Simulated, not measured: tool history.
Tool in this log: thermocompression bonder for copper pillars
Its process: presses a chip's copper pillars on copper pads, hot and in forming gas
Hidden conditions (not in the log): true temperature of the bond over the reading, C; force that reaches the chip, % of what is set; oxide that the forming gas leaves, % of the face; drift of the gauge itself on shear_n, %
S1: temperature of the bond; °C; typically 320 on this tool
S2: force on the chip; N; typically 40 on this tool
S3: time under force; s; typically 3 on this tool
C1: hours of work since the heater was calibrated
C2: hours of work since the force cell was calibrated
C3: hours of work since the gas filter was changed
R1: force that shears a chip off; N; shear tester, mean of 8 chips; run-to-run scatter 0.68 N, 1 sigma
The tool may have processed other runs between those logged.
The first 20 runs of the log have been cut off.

run,hour,S1,S2,S3,C1,C2,C3,R1
# hour 209.2: heater calibrated with a thermocouple chip
21,221.9,320,40,3,9,402,366,53
22,228.2,320,40,2,14,407,371,45.1
23,242.6,300,40,5,25,418,381,49.2
# hour 251: heater calibrated with a thermocouple chip, once more
24,258.7,299,37,4,6,428,392,47.3
25,265.7,342,44,3,11,433,397,78.7
26,277.9,342,44,3,20,443,406,78.1
27,292.4,342,44,3,31,453,417,77.4
28,299.5,342,44,3,36,459,422,78.1
29,307.5,342,44,3,42,465,428,78.5
30,321,293,49,4,52,475,438,58.7
31,329.5,311,36,2,58,481,445,39.8
# hour 340.5: forming gas filter changed
32,340.5,345,25,5,66,489,0,61.9
33,352.9,345,51,5,75,498,9,106.4
34,359.8,320,33,2,81,503,14,45.9
35,371.7,318,31,3,89,512,23,47.2
36,386,318,31,3,100,523,34,48
37,399.2,345,48,3,110,533,44,92.4
38,408.5,320,40,3,117,539,51,62.8
39,422.2,320,40,3,127,550,61,62.9
40,436.1,292,26,2,137,560,71,22
41,444,314,59,4,143,566,77,89.9

Each row is a separate what-if for the run after 41, all from the same tool condition, not one after another. Results?
A,452.3,348,59,2,149,572,83,?
B,452.3,293,50,7,149,572,83,?
C,452.3,320,33,2,149,572,83,?

run,R1
A,95.9
B,76.1
C,43.9
What these runs would have given with no unlogged condition in the tool:
run,R1
A,100.2
B,80.7
C,46.9
